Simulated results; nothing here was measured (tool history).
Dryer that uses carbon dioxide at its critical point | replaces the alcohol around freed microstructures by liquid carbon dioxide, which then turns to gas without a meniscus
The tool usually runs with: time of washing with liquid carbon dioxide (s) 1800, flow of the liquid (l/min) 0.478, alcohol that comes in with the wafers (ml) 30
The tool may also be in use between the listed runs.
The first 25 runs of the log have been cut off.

| run | day | time of washing with liquid carbon dioxide (s) | flow of the liquid (l/min) | alcohol that comes in with the wafers (ml) | alcohol left in the vessel before it's heated (ppm by volume) |
|---|---|---|---|---|---|
| 26 | 7.392 | 1980 | 0.403 | 118 | 131 |
| 27 | 7.729 | 1800 | 0.478 | 39 | 42 |
| 28 | 8.054 | 2640 | 0.478 | 23 | 20 |
| 29 | 8.267 | 1680 | 0.319 | 30 | 223 |
| 30 | 8.517 | 1800 | 0.318 | 29 | 174 |
| 31 | 8.750 | 1140 | 0.478 | 67 | 486 |
| 32 | 9.117 | 1140 | 0.478 | 67 | 476 |
| 33 | 9.467 | 2460 | 0.451 | 59 | 30 |
| 34 | 9.708 | 2220 | 0.478 | 30 | 36 |

5 ways to go on from here, each from the tool as it stands after run 34. What would each give?
| A | 10.021 | 2220 | 0.478 | 22 | ? |
| B | 10.021 | 2280 | 0.509 | 61 | ? |
| C | 10.021 | 2580 | 0.413 | 35 | ? |
| D | 10.021 | 1800 | 0.478 | 107 | ? |
| E | 10.021 | 2220 | 0.620 | 29 | ? |

| run | alcohol left in the vessel before it's heated (ppm by volume) |
|---|---|
| A | 29 |
| B | 34 |
| C | 24 |
| D | 97 |
| E | 27 |
Without the tool's hidden state the same runs would have given:
| run | alcohol left in the vessel before it's heated (ppm by volume) |
|---|---|
| A | 4 |
| B | 10 |
| C | 0 |
| D | 54 |
| E | 3 |
